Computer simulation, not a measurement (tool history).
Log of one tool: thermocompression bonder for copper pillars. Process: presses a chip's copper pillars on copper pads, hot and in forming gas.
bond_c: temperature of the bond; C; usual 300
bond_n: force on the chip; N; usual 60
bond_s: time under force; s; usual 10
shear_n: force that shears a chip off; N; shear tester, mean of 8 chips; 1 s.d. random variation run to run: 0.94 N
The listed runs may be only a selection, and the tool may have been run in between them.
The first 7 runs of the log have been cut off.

run	hour	bond_c	bond_n	bond_s	hours of work since the heater was calibrated	hours of work since the force cell was calibrated	hours of work since the gas filter was changed	shear_n
8	235.5	300	60	10	1216	946	75	70.9
9	260.7	300	60	10	1229	959	88	69.5
10	293.1	300	60	10	1245	976	104	68.4
11	311.2	300	60	10	1254	985	113	68.8
12	353.0	300	60	10	1275	1006	134	66.0
# hour 361.5: forming gas filter changed
13	373.5	300	60	10	1286	1016	6	74.1
14	411.4	300	60	10	1305	1035	25	72.2
15	435.7	300	60	10	1317	1048	38	72.2
16	477.1	300	52	10	1338	1069	59	63.6
17	508.8	300	52	10	1354	1085	75	63.2
18	528.1	300	52	10	1364	1095	84	62.6
19	569.0	300	52	10	1385	1115	105	61.7
20	596.6	300	60	10	1399	1129	119	65.6
# hour 634.8: forming gas filter changed
21	634.8	300	60	10	1418	1148	0	74.7
22	672.6	307	63	10	1437	1168	19	80.2
23	715.2	307	63	10	1459	1189	41	78.2
24	747.9	296	42	10	1475	1206	57	52.6
25	788.4	307	75	10	1496	1226	78	84.8
26	819.6	307	62	30	1512	1242	94	99.6

Estimate the outcome of run 27 from the log above:
# hour 837.2: heater calibrated with a thermocouple chip
27	844.5	307	62	30	4	1254	105	?

shear_n: 104.3 N
Were there no unlogged condition in the tool, this run, its random variation unchanged, would have produced shear_n 112.3 N.
